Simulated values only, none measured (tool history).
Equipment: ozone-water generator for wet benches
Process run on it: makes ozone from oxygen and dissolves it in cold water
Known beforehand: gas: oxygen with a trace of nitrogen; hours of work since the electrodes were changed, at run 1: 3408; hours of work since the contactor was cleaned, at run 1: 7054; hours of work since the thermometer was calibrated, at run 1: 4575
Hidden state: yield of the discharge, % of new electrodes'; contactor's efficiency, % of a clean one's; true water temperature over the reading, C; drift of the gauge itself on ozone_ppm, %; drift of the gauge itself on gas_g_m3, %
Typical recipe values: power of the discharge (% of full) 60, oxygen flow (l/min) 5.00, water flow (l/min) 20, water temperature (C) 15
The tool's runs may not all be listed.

run    hour  power of the discharge (% of full)  oxygen flow (l/min)  water flow (l/min)  water temperature (C)  hours of work since the electrodes were changed  hours of work since the contactor was cleaned  hours of work since the thermometer was calibrated  dissolved ozone (ppm)  ozone in the gas ahead of the water (g/m3)
  1     0.0                                  60                 5.00                  20                     15                                             3408                                           7054                                                4575                   25.5                                       241.7
  2   167.6                                  60                 5.00                  21                     15                                             3549                                           7195                                                4715                   24.9                                       241.3
  3   317.2                                  60                 5.00                  20                     15                                             3674                                           7320                                                4841                   25.6                                       240.2
  4   428.3                                  60                 5.00                  20                     15                                             3768                                           7413                                                4934                   25.5                                       239.0
  5   531.6                                  60                 5.00                  20                     15                                             3854                                           7500                                                5020                   25.5                                       240.0
  6   654.0                                  60                 5.00                  20                     15                                             3957                                           7603                                                5123                   25.5                                       240.1
  7   810.9                                  60                 5.00                  20                      7                                             4089                                           7734                                                5255                   28.2                                       242.8
  8   896.5                                  60                 5.00                  30                      7                                             4160                                           7806                                                5326                   19.1                                       240.3
  9   979.7                                  60                 5.00                  20                     15                                             4230                                           7876                                                5396                   25.5                                       240.9
     1052.4  -- water thermometer calibrated
 10  1115.7                                  60                 5.00                  20                     15                                             4344                                           7989                                                  53                   25.5                                       239.3
 11  1264.2                                  77                 5.00                  20                     15                                             4468                                           8114                                                 178                   30.3                                       281.7
 12  1413.9                                  60                 5.00                  20                     15                                             4594                                           8239                                                 303                   25.6                                       244.8
     1534.3  -- contactor cleaned
 13  1582.8                                  60                 5.00                  20                     15                                             4732                                             41                                                 441                   25.8                                       241.4
 14  1743.0                                  60                 5.00                  20                     15                                             4866                                            175                                                 576                   25.8                                       242.1
 15  1853.6                                  60                 5.00                  20                     15                                             4959                                            268                                                 669                   25.3                                       242.3
 16  1984.5                                  60                 5.00                  20                     15                                             5069                                            378                                                 778                   25.8                                       242.4
 17  2162.1                                  41                 5.00                  20                     15                                             5218                                            526                                                 927                   20.2                                       189.7
 18  2234.8                                  41                 5.00                  20                     15                                             5279                                            587                                                 988                   19.9                                       191.6
 19  2325.2                                  52                 7.12                  20                     15                                             5355                                            663                                                1064                   23.7                                       185.6
 20  2409.9                                  52                 7.12                  20                     15                                             5426                                            734                                                1135                   23.5                                       186.8
 21  2575.3                                  52                 7.12                  20                     15                                             5564                                            873                                                1274                   23.8                                       184.5
 22  2755.5                                  52                 7.12                  20                     15                                             5716                                           1024                                                1425                   23.5                                       185.1
 23  2861.0                                  52                 7.12                  15                     22                                             5804                                           1113                                                1514                   25.2                                       184.4
 24  2991.3                                  52                 7.12                  15                     22                                             5913                                           1222                                                1623                   25.2                                       186.2
 25  3125.6                                  52                 7.12                  15                     22                                             6026                                           1335                                                1735                   25.1                                       186.1
 26  3223.2                                  45                 7.12                  15                     12                                             6108                                           1416                                                1817                   27.9                                       170.0
 27  3395.4                                  45                 7.12                  15                     12                                             6252                                           1561                                                1962                   28.0                                       171.5
 28  3551.3                                  45                 8.19                  27                     12                                             6383                                           1692                                                2092                   17.7                                       158.9
 29  3719.0                                  45                 8.19                  27                     12                                             6524                                           1832                                                2233                   17.9                                       159.7
 30  3801.5                                  60                 5.00                  30                     22                                             6593                                           1901                                                2302                   16.6                                       245.3
 31  3981.1                                  60                 5.00                  30                     22                                             6744                                           2052                                                2453                   16.2                                       248.4

Forecast run 32:
 32  4099.8                                  60                 7.42                  19                     21                                             6843                                           2152                                                2552                      ?                                           ?

dissolved ozone (ppm): 24.2
ozone in the gas ahead of the water (g/m3): 198.2
On a tool with no hidden condition, and with the same random variation, this run would have come out at dissolved ozone (ppm) 24.3, ozone in the gas ahead of the water (g/m3) 193.7.

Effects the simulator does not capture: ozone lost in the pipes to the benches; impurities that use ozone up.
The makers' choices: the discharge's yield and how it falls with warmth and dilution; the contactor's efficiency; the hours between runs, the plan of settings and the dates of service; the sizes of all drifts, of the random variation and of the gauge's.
